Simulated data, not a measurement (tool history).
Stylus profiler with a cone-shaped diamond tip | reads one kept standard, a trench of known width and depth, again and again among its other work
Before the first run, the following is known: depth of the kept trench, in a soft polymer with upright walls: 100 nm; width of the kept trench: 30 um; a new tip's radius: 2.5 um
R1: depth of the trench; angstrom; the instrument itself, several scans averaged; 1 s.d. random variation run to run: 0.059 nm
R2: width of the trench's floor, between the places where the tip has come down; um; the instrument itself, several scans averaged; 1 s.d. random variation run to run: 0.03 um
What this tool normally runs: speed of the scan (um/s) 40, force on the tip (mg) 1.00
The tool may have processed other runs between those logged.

Run 1, hour 0.0: usual settings. Result: R1 1008.8 angstrom, R2 28.40 um.
Run 2, hour 13.8: usual settings. Result: R1 1007.0 angstrom, R2 28.46 um.
Run 3, hour 28.3: usual settings. Result: R1 1009.1 angstrom, R2 28.44 um.
Run 4, hour 45.1: usual settings. Result: R1 1007.8 angstrom, R2 28.41 um.
Run 5, hour 57.9: usual settings. Result: R1 1007.4 angstrom, R2 28.49 um.
Run 6, hour 71.2: usual settings. Result: R1 1007.3 angstrom, R2 28.49 um.
Run 7, hour 85.4: usual settings but speed of the scan (um/s) 12. Result: R1 1007.5 angstrom, R2 28.55 um.
Run 8, hour 110.1: usual settings but speed of the scan (um/s) 12. Result: R1 1007.1 angstrom, R2 28.59 um.
Run 9, hour 130.3: usual settings. Result: R1 1007.3 angstrom, R2 28.41 um.
Run 10, hour 143.0: usual settings. Result: R1 1008.2 angstrom, R2 28.49 um.
Run 11, hour 164.9: usual settings. Result: R1 1008.0 angstrom, R2 28.42 um.
Run 12, hour 182.7: usual settings. Result: R1 1007.7 angstrom, R2 28.43 um.
Run 13, hour 207.5: usual settings but speed of the scan (um/s) 68, force on the tip (mg) 0.97. Result: R1 1007.8 angstrom, R2 28.36 um.

Run 14, settings as shown, results not yet in. Your forecast:
Run 14, hour 219.3: usual settings but speed of the scan (um/s) 68, force on the tip (mg) 0.97. Result: R1 ?, R2 ?.

R1: 1007.4 angstrom
R2: 28.35 um
On a tool with no hidden condition, and with the same random variation, this run would have come out at R1 1007.3 angstrom, R2 28.35 um.
